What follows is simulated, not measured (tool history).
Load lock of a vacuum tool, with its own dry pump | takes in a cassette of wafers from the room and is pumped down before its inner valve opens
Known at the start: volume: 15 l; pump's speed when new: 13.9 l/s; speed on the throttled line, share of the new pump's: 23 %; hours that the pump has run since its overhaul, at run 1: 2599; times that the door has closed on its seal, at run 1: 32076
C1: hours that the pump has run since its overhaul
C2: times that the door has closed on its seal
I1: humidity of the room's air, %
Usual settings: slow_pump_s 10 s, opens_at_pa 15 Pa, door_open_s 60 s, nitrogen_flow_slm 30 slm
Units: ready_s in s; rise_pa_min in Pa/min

{"run": 1, "hour": 0.0, "slow_pump_s": 10, "opens_at_pa": 15, "door_open_s": 60, "nitrogen_flow_slm": 30, "C1": 2599, "C2": 32076, "I1": 47.2, "ready_s": 17.5, "rise_pa_min": 0.205}
{"run": 2, "hour": 51.9, "slow_pump_s": 10, "opens_at_pa": 15, "door_open_s": 60, "nitrogen_flow_slm": 30, "C1": 2651, "C2": 32230, "I1": 43.3, "ready_s": 17.3, "rise_pa_min": 0.195}
{"run": 3, "hour": 128.6, "slow_pump_s": 10, "opens_at_pa": 15, "door_open_s": 60, "nitrogen_flow_slm": 30, "C1": 2728, "C2": 32459, "I1": 48.6, "ready_s": 17.4, "rise_pa_min": 0.199}
{"run": 4, "hour": 206.6, "slow_pump_s": 10, "opens_at_pa": 15, "door_open_s": 60, "nitrogen_flow_slm": 6, "C1": 2806, "C2": 32690, "I1": 44.5, "ready_s": 17.5, "rise_pa_min": 0.24}
{"run": 5, "hour": 259.5, "slow_pump_s": 10, "opens_at_pa": 15, "door_open_s": 60, "nitrogen_flow_slm": 6, "C1": 2859, "C2": 32847, "I1": 46.5, "ready_s": 17.2, "rise_pa_min": 0.234}
{"run": 6, "hour": 318.7, "slow_pump_s": 10, "opens_at_pa": 15, "door_open_s": 60, "nitrogen_flow_slm": 6, "C1": 2918, "C2": 33023, "I1": 46.8, "ready_s": 17.5, "rise_pa_min": 0.237}
{"run": 7, "hour": 404.7, "slow_pump_s": 10, "opens_at_pa": 15, "door_open_s": 60, "nitrogen_flow_slm": 30, "C1": 3004, "C2": 33279, "I1": 44.9, "ready_s": 17.3, "rise_pa_min": 0.207}
{"run": 8, "hour": 459.0, "slow_pump_s": 10, "opens_at_pa": 15, "door_open_s": 60, "nitrogen_flow_slm": 30, "C1": 3058, "C2": 33440, "I1": 48.2, "ready_s": 17.3, "rise_pa_min": 0.207}
{"run": 9, "hour": 529.9, "slow_pump_s": 10, "opens_at_pa": 15, "door_open_s": 71, "nitrogen_flow_slm": 30, "C1": 3129, "C2": 33651, "I1": 47.1, "ready_s": 17.5, "rise_pa_min": 0.212}
{"run": 10, "hour": 597.4, "slow_pump_s": 10, "opens_at_pa": 15, "door_open_s": 71, "nitrogen_flow_slm": 30, "C1": 3197, "C2": 33852, "I1": 48.5, "ready_s": 17.8, "rise_pa_min": 0.219}
{"run": 11, "hour": 659.6, "slow_pump_s": 10, "opens_at_pa": 15, "door_open_s": 71, "nitrogen_flow_slm": 5, "C1": 3259, "C2": 34036, "I1": 47.0, "ready_s": 17.4, "rise_pa_min": 0.256}
{"run": 12, "hour": 728.3, "slow_pump_s": 10, "opens_at_pa": 15, "door_open_s": 71, "nitrogen_flow_slm": 5, "C1": 3327, "C2": 34240, "I1": 46.3, "ready_s": 17.5, "rise_pa_min": 0.262}
{"run": 13, "hour": 813.5, "slow_pump_s": 10, "opens_at_pa": 15, "door_open_s": 71, "nitrogen_flow_slm": 5, "C1": 3413, "C2": 34493, "I1": 45.4, "ready_s": 17.5, "rise_pa_min": 0.262}
{"run": 14, "hour": 891.7, "slow_pump_s": 10, "opens_at_pa": 15, "door_open_s": 71, "nitrogen_flow_slm": 5, "C1": 3491, "C2": 34726, "I1": 43.5, "ready_s": 17.7, "rise_pa_min": 0.256}
{"run": 15, "hour": 933.8, "slow_pump_s": 10, "opens_at_pa": 15, "door_open_s": 60, "nitrogen_flow_slm": 30, "C1": 3533, "C2": 34851, "I1": 45.9, "ready_s": 17.5, "rise_pa_min": 0.22}
{"run": 16, "hour": 1009.2, "slow_pump_s": 10, "opens_at_pa": 15, "door_open_s": 60, "nitrogen_flow_slm": 30, "C1": 3608, "C2": 35075, "I1": 45.8, "ready_s": 17.6, "rise_pa_min": 0.219}
{"run": 17, "hour": 1066.4, "slow_pump_s": 10, "opens_at_pa": 14, "door_open_s": 60, "nitrogen_flow_slm": 30, "C1": 3666, "C2": 35245, "I1": 43.9, "ready_s": 17.7, "rise_pa_min": 0.217}
{"run": 18, "hour": 1128.2, "slow_pump_s": 5, "opens_at_pa": 15, "door_open_s": 60, "nitrogen_flow_slm": 30, "C1": 3727, "C2": 35429, "I1": 46.3, "ready_s": 13.4, "rise_pa_min": 0.216}
{"run": 19, "hour": 1179.7, "slow_pump_s": 10, "opens_at_pa": 15, "door_open_s": 60, "nitrogen_flow_slm": 30, "C1": 3779, "C2": 35582, "I1": 44.0, "ready_s": 17.5, "rise_pa_min": 0.222}
{"run": 20, "hour": 1223.8, "slow_pump_s": 10, "opens_at_pa": 15, "door_open_s": 195, "nitrogen_flow_slm": 30, "C1": 3823, "C2": 35713, "I1": 43.6, "ready_s": 17.5, "rise_pa_min": 0.26}
{"run": 21, "hour": 1313.4, "slow_pump_s": 10, "opens_at_pa": 13, "door_open_s": 60, "nitrogen_flow_slm": 5, "C1": 3913, "C2": 35979, "I1": 43.3, "ready_s": 17.6, "rise_pa_min": 0.256}
{"run": 22, "hour": 1375.3, "slow_pump_s": 10, "opens_at_pa": 12, "door_open_s": 60, "nitrogen_flow_slm": 5, "C1": 3974, "C2": 36163, "I1": 46.1, "ready_s": 17.9, "rise_pa_min": 0.258}
{"run": 23, "hour": 1458.9, "slow_pump_s": 10, "opens_at_pa": 12, "door_open_s": 60, "nitrogen_flow_slm": 5, "C1": 4058, "C2": 36412, "I1": 41.8, "ready_s": 17.6, "rise_pa_min": 0.25}

Run 24 comes next. What will it give?
{"run": 24, "hour": 1532.5, "slow_pump_s": 17, "opens_at_pa": 14, "door_open_s": 110, "nitrogen_flow_slm": 12, "C1": 4132, "C2": 36630, "I1": 47.3, "ready_s": "?", "rise_pa_min": "?"}

{"run 24": {"ready_s": 22.8, "rise_pa_min": 0.282}}
Without the tool's hidden state the same run would have given ready_s 22.6 s, rise_pa_min 0.120 Pa/min.

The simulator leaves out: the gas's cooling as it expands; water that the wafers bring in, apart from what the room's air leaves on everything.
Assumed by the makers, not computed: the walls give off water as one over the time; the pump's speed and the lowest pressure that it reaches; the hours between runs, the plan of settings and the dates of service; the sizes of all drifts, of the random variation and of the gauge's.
